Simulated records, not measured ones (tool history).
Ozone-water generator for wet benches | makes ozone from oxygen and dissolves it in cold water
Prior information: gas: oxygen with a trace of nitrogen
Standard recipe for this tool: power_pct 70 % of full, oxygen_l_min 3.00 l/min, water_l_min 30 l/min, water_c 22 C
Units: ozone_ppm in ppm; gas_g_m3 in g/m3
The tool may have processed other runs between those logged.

run 1 hour=0.0 | power_pct=70 oxygen_l_min=3.00 water_l_min=30 water_c=22 | ozone_ppm=8.80 gas_g_m3=153.9
run 2 hour=48.5 | power_pct=70 oxygen_l_min=3.00 water_l_min=30 water_c=22 | ozone_ppm=8.88 gas_g_m3=154.2
run 3 hour=105.8 | power_pct=70 oxygen_l_min=3.00 water_l_min=26 water_c=22 | ozone_ppm=9.97 gas_g_m3=152.2
run 4 hour=146.4 | power_pct=70 oxygen_l_min=3.00 water_l_min=26 water_c=22 | ozone_ppm=9.94 gas_g_m3=154.9
run 5 hour=174.0 | power_pct=70 oxygen_l_min=1.75 water_l_min=30 water_c=22 | ozone_ppm=7.34 gas_g_m3=196.7
run 6 hour=205.6 | power_pct=70 oxygen_l_min=3.00 water_l_min=30 water_c=14 | ozone_ppm=9.33 gas_g_m3=153.8
run 7 hour=234.4 | power_pct=70 oxygen_l_min=3.00 water_l_min=30 water_c=22 | ozone_ppm=8.77 gas_g_m3=154.3
run 8 hour=281.2 | power_pct=70 oxygen_l_min=3.00 water_l_min=29 water_c=22 | ozone_ppm=9.01 gas_g_m3=154.0
run 9 hour=321.4 | power_pct=70 oxygen_l_min=3.00 water_l_min=30 water_c=22 | ozone_ppm=8.71 gas_g_m3=155.2
run 10 hour=369.9 | power_pct=70 oxygen_l_min=3.00 water_l_min=30 water_c=22 | ozone_ppm=8.81 gas_g_m3=154.1
run 11 hour=400.2 | power_pct=70 oxygen_l_min=3.00 water_l_min=29 water_c=22 | ozone_ppm=8.99 gas_g_m3=153.9
run 12 hour=447.3 | power_pct=70 oxygen_l_min=3.00 water_l_min=29 water_c=22 | ozone_ppm=9.08 gas_g_m3=153.6
run 13 hour=490.2 | power_pct=70 oxygen_l_min=3.00 water_l_min=29 water_c=22 | ozone_ppm=9.05 gas_g_m3=153.8
run 14 hour=534.4 | power_pct=70 oxygen_l_min=3.00 water_l_min=30 water_c=20 | ozone_ppm=8.91 gas_g_m3=154.1
run 15 hour=561.7 | power_pct=70 oxygen_l_min=3.00 water_l_min=30 water_c=22 | ozone_ppm=8.76 gas_g_m3=153.0
run 16 hour=614.8 | power_pct=70 oxygen_l_min=3.00 water_l_min=30 water_c=22 | ozone_ppm=8.74 gas_g_m3=153.2
run 17 hour=668.5 | power_pct=70 oxygen_l_min=3.00 water_l_min=30 water_c=22 | ozone_ppm=8.68 gas_g_m3=152.8
run 18 hour=707.9 | power_pct=49 oxygen_l_min=4.86 water_l_min=41 water_c=28 | ozone_ppm=5.68 gas_g_m3=102.6

What will run 19 give?
run 19 hour=759.3 | power_pct=49 oxygen_l_min=4.86 water_l_min=41 water_c=28 | ozone_ppm=? gas_g_m3=?

{"run 19": {"ozone_ppm": 5.6, "gas_g_m3": 102.0}}
Take away the tool's hidden state, keep the run-to-run variation as it was, and the same run would have given ozone_ppm 5.69 ppm, gas_g_m3 102.9 g/m3.

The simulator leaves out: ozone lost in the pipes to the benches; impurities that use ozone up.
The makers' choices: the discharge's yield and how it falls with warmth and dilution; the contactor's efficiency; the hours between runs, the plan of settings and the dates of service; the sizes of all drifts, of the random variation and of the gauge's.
